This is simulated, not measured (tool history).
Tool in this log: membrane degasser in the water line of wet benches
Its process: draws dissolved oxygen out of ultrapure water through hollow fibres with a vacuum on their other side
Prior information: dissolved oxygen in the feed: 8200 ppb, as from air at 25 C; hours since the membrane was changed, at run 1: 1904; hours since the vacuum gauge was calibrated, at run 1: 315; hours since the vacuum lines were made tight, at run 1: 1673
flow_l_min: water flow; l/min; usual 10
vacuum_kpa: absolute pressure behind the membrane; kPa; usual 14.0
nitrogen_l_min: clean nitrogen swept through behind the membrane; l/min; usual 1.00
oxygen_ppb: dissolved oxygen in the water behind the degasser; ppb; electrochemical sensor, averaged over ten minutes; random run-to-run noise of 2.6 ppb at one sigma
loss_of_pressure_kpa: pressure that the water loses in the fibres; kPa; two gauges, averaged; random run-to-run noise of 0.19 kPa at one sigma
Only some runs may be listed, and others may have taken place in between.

| run | hour | flow_l_min | vacuum_kpa | nitrogen_l_min | hours since the membrane was changed | hours since the vacuum gauge was calibrated | hours since the vacuum lines were made tight | oxygen_ppb | loss_of_pressure_kpa |
|---|---|---|---|---|---|---|---|---|---|
| 1 | 0.0 | 10 | 14.0 | 1.00 | 1904 | 315 | 1673 | 263.6 | 38.99 |
| 2 | 29.3 | 10 | 14.0 | 1.00 | 1933 | 344 | 1702 | 265.1 | 39.00 |
| 3 | 53.9 | 10 | 14.0 | 1.00 | 1958 | 368 | 1727 | 260.8 | 39.23 |
| 4 | 83.6 | 10 | 14.0 | 0.66 | 1988 | 398 | 1756 | 386.5 | 38.96 |
| 5 | 125.4 | 10 | 14.0 | 0.66 | 2029 | 440 | 1798 | 374.8 | 39.32 |
| 6 | 167.8 | 10 | 14.0 | 1.00 | 2072 | 482 | 1841 | 258.4 | 39.13 |
| 7 | 191.9 | 10 | 14.0 | 1.57 | 2096 | 506 | 1865 | 178.5 | 39.21 |
| 8 | 235.8 | 10 | 14.0 | 1.00 | 2140 | 550 | 1909 | 264.1 | 38.85 |
| 9 | 257.9 | 10 | 14.0 | 2.28 | 2162 | 572 | 1931 | 129.6 | 38.94 |
|  | 261.2 | vacuum gauge calibrated |
| 10 | 280.3 | 10 | 14.0 | 2.28 | 2184 | 19 | 1953 | 129.4 | 38.86 |
| 11 | 322.1 | 10 | 14.0 | 2.28 | 2226 | 61 | 1994 | 129.2 | 39.41 |
| 12 | 342.5 | 10 | 14.0 | 2.28 | 2246 | 81 | 2015 | 130.2 | 39.05 |
| 13 | 365.1 | 10 | 14.0 | 2.28 | 2269 | 104 | 2037 | 130.2 | 39.33 |
| 14 | 408.0 | 12 | 14.0 | 2.28 | 2311 | 147 | 2080 | 163.4 | 47.47 |
| 15 | 434.2 | 8 | 14.0 | 1.00 | 2338 | 173 | 2107 | 212.6 | 31.35 |
| 16 | 460.2 | 8 | 14.0 | 0.51 | 2364 | 199 | 2133 | 382.1 | 31.60 |
| 17 | 486.8 | 8 | 14.0 | 0.51 | 2390 | 226 | 2159 | 384.1 | 31.17 |
| 18 | 509.6 | 8 | 14.0 | 0.51 | 2413 | 248 | 2182 | 388.8 | 31.20 |
|  | 514.8 | vacuum gauge calibrated, once more |
| 19 | 532.1 | 14 | 18.6 | 1.47 | 2435 | 17 | 2204 | 375.1 | 55.08 |
| 20 | 568.4 | 10 | 26.9 | 1.00 | 2471 | 54 | 2240 | 554.0 | 39.59 |
| 21 | 616.5 | 10 | 26.9 | 1.00 | 2519 | 102 | 2288 | 555.5 | 39.42 |
| 22 | 663.1 | 7 | 8.4 | 2.80 | 2566 | 148 | 2335 | 36.6 | 27.33 |
| 23 | 697.3 | 7 | 17.3 | 0.72 | 2600 | 183 | 2369 | 325.9 | 27.33 |
| 24 | 727.1 | 10 | 14.0 | 1.10 | 2630 | 212 | 2399 | 241.9 | 39.48 |
| 25 | 760.8 | 10 | 14.0 | 1.10 | 2664 | 246 | 2433 | 243.3 | 39.52 |
| 26 | 804.1 | 9 | 23.2 | 0.89 | 2707 | 289 | 2476 | 474.3 | 35.67 |
| 27 | 845.0 | 8 | 14.0 | 1.00 | 2748 | 330 | 2517 | 207.4 | 31.20 |
| 28 | 892.6 | 7 | 14.0 | 2.74 | 2796 | 378 | 2564 | 73.3 | 27.81 |
| 29 | 939.9 | 9 | 14.0 | 1.18 | 2843 | 425 | 2612 | 207.4 | 35.58 |
| 30 | 960.6 | 9 | 18.0 | 1.51 | 2864 | 446 | 2632 | 223.1 | 35.79 |
| 31 | 1009.9 | 9 | 18.0 | 1.45 | 2913 | 495 | 2682 | 231.5 | 35.69 |
| 32 | 1037.1 | 14 | 23.0 | 0.85 | 2940 | 522 | 2709 | 725.7 | 55.03 |

Describe how what the log doesn't record of the tool's condition differs between the last listed run preceding each entry between runs and the first listed run following it.
From run 9 to run 10: vacuum gauge calibrated (hour 261.2)
  membrane still open, %: 98.2 -> 98.1; true pressure behind the membrane over the reading, kPa: 0.01 -> 0.02
  measured minus no-state result, oxygen_ppb: +2.9 -> +3.0 ppb; loss_of_pressure_kpa: +0.72 -> +0.72 kPa
From run 18 to run 19: vacuum gauge calibrated, once more (hour 514.8)
  no difference in the tool's unlogged condition between these two runs
  measured minus no-state result, oxygen_ppb: +5.6 -> +7.1 ppb; loss_of_pressure_kpa: +0.64 -> +1.15 kPa
